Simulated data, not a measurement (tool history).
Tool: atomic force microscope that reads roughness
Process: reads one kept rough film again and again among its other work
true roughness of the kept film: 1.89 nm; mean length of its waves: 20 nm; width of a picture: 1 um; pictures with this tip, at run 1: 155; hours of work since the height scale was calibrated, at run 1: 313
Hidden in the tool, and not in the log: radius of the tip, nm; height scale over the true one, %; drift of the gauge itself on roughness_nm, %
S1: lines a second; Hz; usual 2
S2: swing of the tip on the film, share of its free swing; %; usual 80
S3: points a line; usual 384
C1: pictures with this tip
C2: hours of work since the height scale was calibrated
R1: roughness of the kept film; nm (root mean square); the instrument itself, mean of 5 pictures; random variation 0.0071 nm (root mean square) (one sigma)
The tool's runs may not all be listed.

run 1 hour=0 | S1=2 S2=80 S3=384 | C1=155 C2=313 | R1=1.171
run 2 hour=23.2 | S1=2 S2=80 S3=384 | C1=188 C2=326 | R1=1.146
run 3 hour=56.5 | S1=2 S2=80 S3=384 | C1=235 C2=344 | R1=1.073
-- hour=64.3 new tip fitted
run 4 hour=79.8 | S1=2 S2=80 S3=384 | C1=22 C2=356 | R1=1.406
run 5 hour=110.9 | S1=2 S2=80 S3=384 | C1=66 C2=373 | R1=1.358
run 6 hour=143.6 | S1=2 S2=80 S3=384 | C1=112 C2=390 | R1=1.253
run 7 hour=176 | S1=2 S2=80 S3=384 | C1=158 C2=407 | R1=1.187
run 8 hour=201.7 | S1=2 S2=80 S3=384 | C1=194 C2=421 | R1=1.122
run 9 hour=231.6 | S1=2 S2=80 S3=384 | C1=236 C2=437 | R1=1.084
-- hour=240 new tip fitted
run 10 hour=265.2 | S1=2 S2=80 S3=384 | C1=35 C2=455 | R1=1.396
run 11 hour=292.1 | S1=2 S2=80 S3=384 | C1=73 C2=470 | R1=1.337
run 12 hour=318.4 | S1=2 S2=80 S3=384 | C1=111 C2=484 | R1=1.273
run 13 hour=343.4 | S1=2 S2=80 S3=384 | C1=146 C2=497 | R1=1.214
run 14 hour=367.3 | S1=2 S2=80 S3=302 | C1=180 C2=510 | R1=1.156
run 15 hour=399.5 | S1=2 S2=80 S3=609 | C1=225 C2=527 | R1=1.11
-- hour=417.1 new tip fitted
run 16 hour=431.8 | S1=2 S2=60 S3=609 | C1=21 C2=544 | R1=1.559
run 17 hour=465.3 | S1=2 S2=60 S3=609 | C1=69 C2=562 | R1=1.477
run 18 hour=490.6 | S1=2 S2=65 S3=384 | C1=104 C2=576 | R1=1.353
run 19 hour=520.6 | S1=2 S2=65 S3=384 | C1=147 C2=592 | R1=1.289
run 20 hour=535.2 | S1=2 S2=65 S3=384 | C1=167 C2=600 | R1=1.267
run 21 hour=561.4 | S1=2 S2=65 S3=384 | C1=205 C2=614 | R1=1.205
run 22 hour=587.1 | S1=2 S2=80 S3=384 | C1=241 C2=628 | R1=1.095
-- hour=593.2 new tip fitted
run 23 hour=612.6 | S1=2 S2=80 S3=384 | C1=27 C2=641 | R1=1.424
run 24 hour=634.3 | S1=2 S2=80 S3=384 | C1=58 C2=653 | R1=1.372
run 25 hour=657.3 | S1=2.27 S2=80 S3=384 | C1=90 C2=665 | R1=1.294
run 26 hour=673.8 | S1=2 S2=80 S3=384 | C1=114 C2=674 | R1=1.259
run 27 hour=696.5 | S1=2.57 S2=84 S3=384 | C1=146 C2=686 | R1=1.161
run 28 hour=729.5 | S1=2 S2=57 S3=384 | C1=193 C2=704 | R1=1.243
run 29 hour=745.3 | S1=2 S2=57 S3=384 | C1=215 C2=712 | R1=1.208
-- hour=767.9 new tip fitted
run 30 hour=768 | S1=2 S2=88 S3=336 | C1=0 C2=724 | R1=1.404
run 31 hour=795.1 | S1=2.81 S2=88 S3=313 | C1=39 C2=739 | R1=1.273
run 32 hour=826.4 | S1=2 S2=60 S3=609 | C1=83 C2=756 | R1=1.418
run 33 hour=841.6 | S1=2 S2=60 S3=767 | C1=104 C2=764 | R1=1.389
run 34 hour=873.7 | S1=2 S2=80 S3=604 | C1=150 C2=781 | R1=1.222
run 35 hour=897.1 | S1=1.38 S2=80 S3=384 | C1=183 C2=794 | R1=1.2
run 36 hour=919.9 | S1=1.38 S2=56 S3=384 | C1=215 C2=806 | R1=1.216
-- hour=942.5 new tip fitted
run 37 hour=944.5 | S1=1.38 S2=56 S3=384 | C1=2 C2=819 | R1=1.616
run 38 hour=967.1 | S1=2.22 S2=80 S3=384 | C1=34 C2=831 | R1=1.394
run 39 hour=982.2 | S1=2 S2=75 S3=572 | C1=56 C2=839 | R1=1.417
run 40 hour=1010.1 | S1=1.01 S2=75 S3=384 | C1=95 C2=854 | R1=1.377
run 41 hour=1026.6 | S1=1.01 S2=75 S3=715 | C1=118 C2=863 | R1=1.367
run 42 hour=1041.4 | S1=2 S2=88 S3=270 | C1=139 C2=871 | R1=1.153
run 43 hour=1071.8 | S1=3.5 S2=88 S3=510 | C1=182 C2=887 | R1=1.021
run 44 hour=1095.5 | S1=3.5 S2=88 S3=566 | C1=216 C2=900 | R1=0.989
-- hour=1117.5 new tip fitted
run 45 hour=1124.3 | S1=0.52 S2=63 S3=366 | C1=10 C2=915 | R1=1.582
run 46 hour=1157 | S1=0.52 S2=63 S3=366 | C1=56 C2=933 | R1=1.498
run 47 hour=1184.1 | S1=2 S2=79 S3=384 | C1=95 C2=947 | R1=1.287
run 48 hour=1215 | S1=0.74 S2=79 S3=384 | C1=138 C2=964 | R1=1.314
run 49 hour=1236.3 | S1=2.42 S2=74 S3=669 | C1=168 C2=975 | R1=1.2
run 50 hour=1266.4 | S1=1.03 S2=89 S3=1020 | C1=211 C2=992 | R1=1.151
-- hour=1291.5 new tip fitted
run 51 hour=1301 | S1=1.03 S2=67 S3=354 | C1=13 C2=1010 | R1=1.57
run 52 hour=1320.5 | S1=1.03 S2=67 S3=354 | C1=41 C2=1020 | R1=1.505

Hidden state at the last listed run before each entry between runs and at the first one after, where it differs:
Between runs 3 and 4: new tip fitted (hour 64.3)
  radius of the tip, nm: 30.2 -> 10
  measured less the result without the state, R1: -0.406 -> -0.064 nm (root mean square)
Between runs 9 and 10: new tip fitted (hour 240)
  radius of the tip, nm: 29.9 -> 10.6; height scale over the true one, %: 0.36 -> 0.37
  measured less the result without the state, R1: -0.405 -> -0.078 nm (root mean square)
Between runs 15 and 16: new tip fitted (hour 417.1)
  radius of the tip, nm: 28.1 -> 9.1; height scale over the true one, %: 0.41 -> 0.42
  measured less the result without the state, R1: -0.379 -> -0.048 nm (root mean square)
Between runs 22 and 23: new tip fitted (hour 593.2)
  radius of the tip, nm: 28.8 -> 9.5; height scale over the true one, %: 0.46 -> 0.47
  measured less the result without the state, R1: -0.388 -> -0.052 nm (root mean square)
Between runs 29 and 30: new tip fitted (hour 767.9)
  radius of the tip, nm: 27 -> 7.3
  measured less the result without the state, R1: -0.391 -> -0.001 nm (root mean square)
Between runs 36 and 37: new tip fitted (hour 942.5)
  radius of the tip, nm: 27.6 -> 7.4; height scale over the true one, %: 0.55 -> 0.56
  measured less the result without the state, R1: -0.406 -> -0.001 nm (root mean square)
Between runs 44 and 45: new tip fitted (hour 1117.5)
  radius of the tip, nm: 26.8 -> 8.2; height scale over the true one, %: 0.6 -> 0.61
  measured less the result without the state, R1: -0.314 -> -0.023 nm (root mean square)
Between runs 50 and 51: new tip fitted (hour 1291.5)
  radius of the tip, nm: 27.4 -> 8.3; height scale over the true one, %: 0.65 -> 0.66
  measured less the result without the state, R1: -0.376 -> -0.023 nm (root mean square)
